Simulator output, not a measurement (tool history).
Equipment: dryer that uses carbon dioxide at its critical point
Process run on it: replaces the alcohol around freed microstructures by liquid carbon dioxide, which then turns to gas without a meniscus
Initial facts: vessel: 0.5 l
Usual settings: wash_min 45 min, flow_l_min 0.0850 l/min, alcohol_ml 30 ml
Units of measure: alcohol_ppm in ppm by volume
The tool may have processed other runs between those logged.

run 1 day=0.000 | wash_min=45 flow_l_min=0.0850 alcohol_ml=30 | alcohol_ppm=193
run 2 day=0.383 | wash_min=45 flow_l_min=0.0850 alcohol_ml=30 | alcohol_ppm=177
run 3 day=0.812 | wash_min=45 flow_l_min=0.0850 alcohol_ml=30 | alcohol_ppm=184
run 4 day=1.158 | wash_min=45 flow_l_min=0.0850 alcohol_ml=30 | alcohol_ppm=199
run 5 day=1.654 | wash_min=45 flow_l_min=0.0850 alcohol_ml=30 | alcohol_ppm=202
run 6 day=2.121 | wash_min=45 flow_l_min=0.0850 alcohol_ml=30 | alcohol_ppm=211
run 7 day=2.583 | wash_min=45 flow_l_min=0.0850 alcohol_ml=30 | alcohol_ppm=211
run 8 day=2.992 | wash_min=45 flow_l_min=0.0850 alcohol_ml=30 | alcohol_ppm=214
run 9 day=3.292 | wash_min=61 flow_l_min=0.0850 alcohol_ml=30 | alcohol_ppm=108
run 10 day=3.829 | wash_min=61 flow_l_min=0.0850 alcohol_ml=30 | alcohol_ppm=111
run 11 day=4.275 | wash_min=45 flow_l_min=0.0850 alcohol_ml=36 | alcohol_ppm=247
run 12 day=4.658 | wash_min=45 flow_l_min=0.0850 alcohol_ml=30 | alcohol_ppm=228
run 13 day=4.929 | wash_min=41 flow_l_min=0.0850 alcohol_ml=30 | alcohol_ppm=332
run 14 day=5.279 | wash_min=41 flow_l_min=0.0850 alcohol_ml=91 | alcohol_ppm=793
-- day=5.483 inlet filter changed
run 15 day=5.575 | wash_min=41 flow_l_min=0.0850 alcohol_ml=91 | alcohol_ppm=380
run 16 day=5.867 | wash_min=41 flow_l_min=0.0850 alcohol_ml=91 | alcohol_ppm=402
run 17 day=6.375 | wash_min=45 flow_l_min=0.1215 alcohol_ml=30 | alcohol_ppm=111
run 18 day=6.779 | wash_min=45 flow_l_min=0.1215 alcohol_ml=30 | alcohol_ppm=115
run 19 day=7.200 | wash_min=45 flow_l_min=0.1215 alcohol_ml=30 | alcohol_ppm=113
run 20 day=7.521 | wash_min=45 flow_l_min=0.0803 alcohol_ml=30 | alcohol_ppm=198
run 21 day=8.050 | wash_min=45 flow_l_min=0.0850 alcohol_ml=30 | alcohol_ppm=181
run 22 day=8.425 | wash_min=31 flow_l_min=0.0850 alcohol_ml=30 | alcohol_ppm=611
run 23 day=8.892 | wash_min=31 flow_l_min=0.0850 alcohol_ml=30 | alcohol_ppm=616
run 24 day=9.196 | wash_min=45 flow_l_min=0.0850 alcohol_ml=26 | alcohol_ppm=170
run 25 day=9.700 | wash_min=45 flow_l_min=0.0850 alcohol_ml=26 | alcohol_ppm=179
run 26 day=10.050 | wash_min=44 flow_l_min=0.0629 alcohol_ml=61 | alcohol_ppm=948
run 27 day=10.375 | wash_min=45 flow_l_min=0.0850 alcohol_ml=26 | alcohol_ppm=183
run 28 day=10.833 | wash_min=45 flow_l_min=0.0850 alcohol_ml=26 | alcohol_ppm=182
run 29 day=11.333 | wash_min=45 flow_l_min=0.0850 alcohol_ml=26 | alcohol_ppm=198
run 30 day=11.675 | wash_min=41 flow_l_min=0.0802 alcohol_ml=49 | alcohol_ppm=402
run 31 day=11.904 | wash_min=69 flow_l_min=0.0850 alcohol_ml=81 | alcohol_ppm=145
run 32 day=12.171 | wash_min=45 flow_l_min=0.0647 alcohol_ml=30 | alcohol_ppm=465
run 33 day=12.675 | wash_min=45 flow_l_min=0.0647 alcohol_ml=30 | alcohol_ppm=477
run 34 day=13.058 | wash_min=32 flow_l_min=0.0808 alcohol_ml=21 | alcohol_ppm=576
run 35 day=13.462 | wash_min=42 flow_l_min=0.0860 alcohol_ml=87 | alcohol_ppm=429
run 36 day=13.721 | wash_min=42 flow_l_min=0.0860 alcohol_ml=87 | alcohol_ppm=455
run 37 day=14.175 | wash_min=42 flow_l_min=0.0703 alcohol_ml=87 | alcohol_ppm=1080
run 38 day=14.504 | wash_min=45 flow_l_min=0.0966 alcohol_ml=94 | alcohol_ppm=253
run 39 day=14.938 | wash_min=41 flow_l_min=0.1015 alcohol_ml=94 | alcohol_ppm=286
run 40 day=15.162 | wash_min=41 flow_l_min=0.1015 alcohol_ml=94 | alcohol_ppm=296
run 41 day=15.558 | wash_min=41 flow_l_min=0.1015 alcohol_ml=94 | alcohol_ppm=295
run 42 day=16.008 | wash_min=49 flow_l_min=0.0683 alcohol_ml=37 | alcohol_ppm=388
run 43 day=16.479 | wash_min=49 flow_l_min=0.0683 alcohol_ml=37 | alcohol_ppm=371
run 44 day=16.825 | wash_min=49 flow_l_min=0.0683 alcohol_ml=37 | alcohol_ppm=385
run 45 day=17.267 | wash_min=71 flow_l_min=0.0633 alcohol_ml=30 | alcohol_ppm=192
run 46 day=17.654 | wash_min=45 flow_l_min=0.0850 alcohol_ml=23 | alcohol_ppm=240

Predict each of these 4 candidate next runs independently; none follows another, all start after run 46:
run A day=18.083 | wash_min=69 flow_l_min=0.0850 alcohol_ml=30 | alcohol_ppm=?
run B day=18.083 | wash_min=45 flow_l_min=0.1392 alcohol_ml=21 | alcohol_ppm=?
run C day=18.083 | wash_min=45 flow_l_min=0.1197 alcohol_ml=24 | alcohol_ppm=?
run D day=18.083 | wash_min=52 flow_l_min=0.0850 alcohol_ml=37 | alcohol_ppm=?

run=A alcohol_ppm=176
run=B alcohol_ppm=194
run=C alcohol_ppm=182
run=D alcohol_ppm=220
Had the tool no hidden state, the same runs would have come out as:
run=A alcohol_ppm=0
run=B alcohol_ppm=14
run=C alcohol_ppm=3
run=D alcohol_ppm=25
